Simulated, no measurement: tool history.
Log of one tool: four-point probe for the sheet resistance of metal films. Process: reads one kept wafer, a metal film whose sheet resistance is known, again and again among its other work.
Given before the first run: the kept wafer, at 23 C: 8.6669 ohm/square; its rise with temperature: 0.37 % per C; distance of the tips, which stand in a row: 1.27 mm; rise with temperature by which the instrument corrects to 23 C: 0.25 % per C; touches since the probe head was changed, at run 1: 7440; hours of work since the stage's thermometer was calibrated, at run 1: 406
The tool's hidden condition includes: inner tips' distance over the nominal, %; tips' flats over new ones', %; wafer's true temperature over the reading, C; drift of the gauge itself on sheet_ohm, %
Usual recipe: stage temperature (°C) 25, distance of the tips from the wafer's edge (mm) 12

run   hour  stage temperature (°C)  distance of the tips from the wafer's edge (mm)  touches since the probe head was changed  hours of work since the stage's thermometer was calibrated  sheet resistance as the instrument gives it (ohm/square)
  1      0                      25                                               12                                      7440                                                         406                                                  8.738745
  2   14.5                      25                                               12                                      7945                                                         412                                                  8.737943
  3   30.1                      25                                               12                                      8491                                                         419                                                  8.741594
  4   45.5                      25                                               12                                      9030                                                         426                                                  8.738519
  5   52.3                      25                                               12                                      9264                                                         429                                                  8.735601
  6   59.1                      25                                               12                                      9501                                                         431                                                  8.740194
  7   68.9                      25                                               12                                      9844                                                         436                                                  8.738766
  8   82.7                      25                                               12                                     10325                                                         442                                                  8.739212
  9   98.4                      25                                               71                                     10873                                                         449                                                  8.690268
 10  105.1                      26                                                3                                     11108                                                         452                                                  9.455353
 11  118.2                      26                                                3                                     11565                                                         457                                                  9.455965
 12  128.5                      26                                                3                                     11924                                                         462                                                  9.456579
 13  143.4                      29                                               14                                     12445                                                         468                                                  8.763101
 14  157.9                      24                                               64                                     12951                                                         475                                                  8.675749

Branching from run 14: 5 alternative next runs. What would each branch give?
  A  173.3                      25                                                5                                     13489                                                         481                                                         ?
  B  173.3                      22                                                5                                     13489                                                         481                                                         ?
  C  173.3                      18                                               26                                     13489                                                         481                                                         ?
  D  173.3                      25                                               18                                     13489                                                         481                                                         ?
  E  173.3                      23                                               12                                     13489                                                         481                                                         ?

run  sheet resistance as the instrument gives it (ohm/square)
  A                                                  8.979039
  B                                                  8.944355
  C                                                  8.626854
  D                                                  8.709021
  E                                                  8.721156
Take away the tool's hidden state, keep each run's random variation, and the runs would have read:
run  sheet resistance as the instrument gives it (ohm/square)
  A                                                   8.97933
  B                                                  8.944646
  C                                                  8.627136
  D                                                  8.709305
  E                                                   8.72144
